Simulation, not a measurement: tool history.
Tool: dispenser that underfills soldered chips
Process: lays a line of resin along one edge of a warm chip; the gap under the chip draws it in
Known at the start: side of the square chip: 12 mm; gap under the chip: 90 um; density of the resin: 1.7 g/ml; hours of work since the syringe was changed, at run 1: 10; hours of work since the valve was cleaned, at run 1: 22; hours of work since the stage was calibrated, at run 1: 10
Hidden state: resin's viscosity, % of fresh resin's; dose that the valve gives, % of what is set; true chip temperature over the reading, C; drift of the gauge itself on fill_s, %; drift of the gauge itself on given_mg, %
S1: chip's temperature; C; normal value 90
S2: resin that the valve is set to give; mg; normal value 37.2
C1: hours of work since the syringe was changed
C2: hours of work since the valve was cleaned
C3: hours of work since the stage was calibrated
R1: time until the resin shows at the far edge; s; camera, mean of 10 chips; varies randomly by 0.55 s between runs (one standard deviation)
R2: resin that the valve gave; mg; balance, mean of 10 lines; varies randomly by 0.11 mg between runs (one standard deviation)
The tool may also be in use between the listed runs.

run 1 day=0 | S1=90 S2=37.2 | C1=10 C2=22 C3=10 | R1=83.4 R2=36.53
-- day=0.058 new syringe of resin
run 2 day=0.358 | S1=90 S2=37.2 | C1=5 C2=27 C3=15 | R1=60.6 R2=36.43
run 3 day=0.571 | S1=90 S2=37.2 | C1=8 C2=30 C3=18 | R1=75.4 R2=36.44
-- day=0.75 new syringe of resin
run 4 day=0.758 | S1=90 S2=37.2 | C1=0 C2=33 C3=21 | R1=48.3 R2=36.33
run 5 day=0.996 | S1=90 S2=37.2 | C1=4 C2=37 C3=24 | R1=57.6 R2=36.31
run 6 day=1.292 | S1=90 S2=37.2 | C1=8 C2=41 C3=29 | R1=77.6 R2=36.29
-- day=1.454 new syringe of resin
run 7 day=1.458 | S1=90 S2=45.6 | C1=0 C2=43 C3=31 | R1=45.7 R2=44.53
run 8 day=1.608 | S1=90 S2=45.6 | C1=2 C2=46 C3=33 | R1=53.8 R2=44.39
run 9 day=1.838 | S1=90 S2=45.6 | C1=6 C2=49 C3=37 | R1=65.9 R2=44.39
-- day=2.146 new syringe of resin
run 10 day=2.183 | S1=90 S2=46 | C1=1 C2=54 C3=42 | R1=47.4 R2=44.64
run 11 day=2.45 | S1=90 S2=40.3 | C1=5 C2=58 C3=46 | R1=61.7 R2=39
run 12 day=2.746 | S1=90 S2=40.3 | C1=9 C2=63 C3=50 | R1=81.7 R2=38.77
-- day=2.85 new syringe of resin
run 13 day=3.029 | S1=90 S2=44.1 | C1=3 C2=67 C3=54 | R1=54.5 R2=42.65
run 14 day=3.246 | S1=92 S2=37.2 | C1=6 C2=70 C3=58 | R1=64.1 R2=35.6
-- day=3.492 dispensing valve cleaned and set on the balance
run 15 day=3.525 | S1=90 S2=37.2 | C1=10 C2=1 C3=61 | R1=85.5 R2=37.23
-- day=3.575 new syringe of resin
run 16 day=3.75 | S1=78 S2=39.8 | C1=3 C2=4 C3=64 | R1=80.2 R2=39.56
run 17 day=3.95 | S1=97 S2=37.2 | C1=6 C2=7 C3=67 | R1=53.3 R2=36.87
run 18 day=4.138 | S1=80 S2=33.6 | C1=8 C2=10 C3=70 | R1=109.1 R2=33.3
-- day=4.275 new syringe of resin
run 19 day=4.388 | S1=89 S2=34.5 | C1=2 C2=13 C3=74 | R1=54.6 R2=34.2
run 20 day=4.621 | S1=89 S2=34.5 | C1=5 C2=17 C3=77 | R1=70.1 R2=34.01
run 21 day=4.917 | S1=85 S2=35.7 | C1=10 C2=21 C3=82 | R1=101.5 R2=35.31
-- day=4.971 new syringe of resin
run 22 day=5.258 | S1=93 S2=43.6 | C1=4 C2=26 C3=87 | R1=56.1 R2=43.07
run 23 day=5.467 | S1=93 S2=43.6 | C1=7 C2=29 C3=90 | R1=69.1 R2=42.66
-- day=5.667 new syringe of resin
run 24 day=5.788 | S1=89 S2=37.2 | C1=2 C2=34 C3=94 | R1=54.2 R2=36.59
run 25 day=5.958 | S1=89 S2=37.2 | C1=4 C2=36 C3=97 | R1=64.6 R2=36.31
run 26 day=6.238 | S1=90 S2=38.9 | C1=9 C2=41 C3=101 | R1=79.9 R2=38.04
-- day=6.362 new syringe of resin
run 27 day=6.508 | S1=90 S2=38.9 | C1=2 C2=45 C3=105 | R1=52.5 R2=38.06
run 28 day=6.767 | S1=90 S2=38.9 | C1=6 C2=48 C3=109 | R1=69.7 R2=38
run 29 day=7.025 | S1=96 S2=47.4 | C1=10 C2=52 C3=113 | R1=71.8 R2=46.24

Per-run results on a tool with no hidden state, each run keeping its own random variation:
run=1 R1=45.9 R2=37.11
run=2 R1=45.4 R2=37.1
run=3 R1=46.4 R2=37.17
run=4 R1=47.3 R2=37.11
run=5 R1=44.8 R2=37.15
run=6 R1=45.5 R2=37.22
run=7 R1=45.1 R2=45.72
run=8 R1=46 R2=45.63
run=9 R1=45.1 R2=45.71
run=10 R1=45.8 R2=46.08
run=11 R1=46.3 R2=40.34
run=12 R1=46.2 R2=40.18
run=13 R1=45.5 R2=44.3
run=14 R1=43.5 R2=37.03
run=15 R1=46.4 R2=37.29
run=16 R1=67.6 R2=39.69
run=17 R1=37 R2=37.03
run=18 R1=63.7 R2=33.5
run=19 R1=48 R2=34.47
run=20 R1=49.3 R2=34.34
run=21 R1=53.8 R2=35.72
run=22 R1=41.3 R2=43.69
run=23 R1=41.6 R2=43.34
run=24 R1=47.2 R2=37.26
run=25 R1=47.8 R2=37.03
run=26 R1=45.3 R2=38.86
run=27 R1=45.4 R2=38.97
run=28 R1=47.2 R2=38.98
run=29 R1=37.9 R2=47.53

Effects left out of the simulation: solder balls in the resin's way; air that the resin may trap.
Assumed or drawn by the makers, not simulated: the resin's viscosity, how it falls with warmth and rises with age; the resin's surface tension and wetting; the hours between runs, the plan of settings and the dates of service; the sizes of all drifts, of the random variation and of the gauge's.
